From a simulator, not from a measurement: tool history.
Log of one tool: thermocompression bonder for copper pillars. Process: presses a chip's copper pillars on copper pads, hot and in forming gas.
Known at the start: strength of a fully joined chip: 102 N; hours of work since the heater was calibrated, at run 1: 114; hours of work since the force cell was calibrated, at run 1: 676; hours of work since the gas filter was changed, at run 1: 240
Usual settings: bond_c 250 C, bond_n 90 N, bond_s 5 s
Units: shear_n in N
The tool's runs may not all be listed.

run,hour,bond_c,bond_n,bond_s,hours of work since the heater was calibrated,hours of work since the force cell was calibrated,hours of work since the gas filter was changed,shear_n
1,0.0,250,90,5,114,676,240,46.2
2,12.5,250,90,5,123,685,249,47.0
3,26.8,250,87,5,133,695,259,45.5
4,37.9,250,87,5,141,703,267,45.7
5,46.9,236,90,5,147,709,273,39.3
6,57.1,236,90,5,154,716,280,39.3
7,68.3,250,90,5,162,724,288,47.6
8,80.3,250,90,5,171,733,297,47.9
9,95.6,250,90,5,181,743,307,47.9
10,111.1,250,90,5,192,754,318,46.7
11,124.7,250,90,15,202,764,328,66.1
12,139.4,250,90,5,212,774,338,46.3
13,150.8,257,90,5,220,782,346,51.8
14,162.6,238,90,5,228,790,354,40.0
15,169.7,238,90,5,233,795,359,40.3
16,181.9,250,87,5,242,804,368,45.4
17,194.7,250,77,5,251,813,377,39.1
18,206.2,244,77,5,259,821,385,36.3
19,216.4,250,127,5,266,828,392,66.0
20,228.3,250,127,5,274,836,400,64.8
21,241.2,274,90,5,283,845,410,60.3
22,254.2,222,87,8,292,855,419,36.7
23,269.5,257,119,4,303,865,429,63.1
24,282.6,250,90,7,312,874,439,52.8
25,291.1,271,54,3,318,880,445,27.5
26,304.7,264,90,6,328,890,454,58.7
27,316.5,242,122,8,336,898,462,67.1
# hour 318.9: forming gas filter changed
28,324.1,262,83,5,341,903,4,49.8
29,333.6,262,83,5,348,910,10,49.9
30,347.5,262,83,5,358,920,20,49.8
31,359.8,250,90,4,366,928,29,43.1

The next listed run, before its measurement:
32,370.4,257,119,5,374,936,36,?

shear_n: 66.6 N
Without the tool's hidden state the same run would have given shear_n 66.9 N.

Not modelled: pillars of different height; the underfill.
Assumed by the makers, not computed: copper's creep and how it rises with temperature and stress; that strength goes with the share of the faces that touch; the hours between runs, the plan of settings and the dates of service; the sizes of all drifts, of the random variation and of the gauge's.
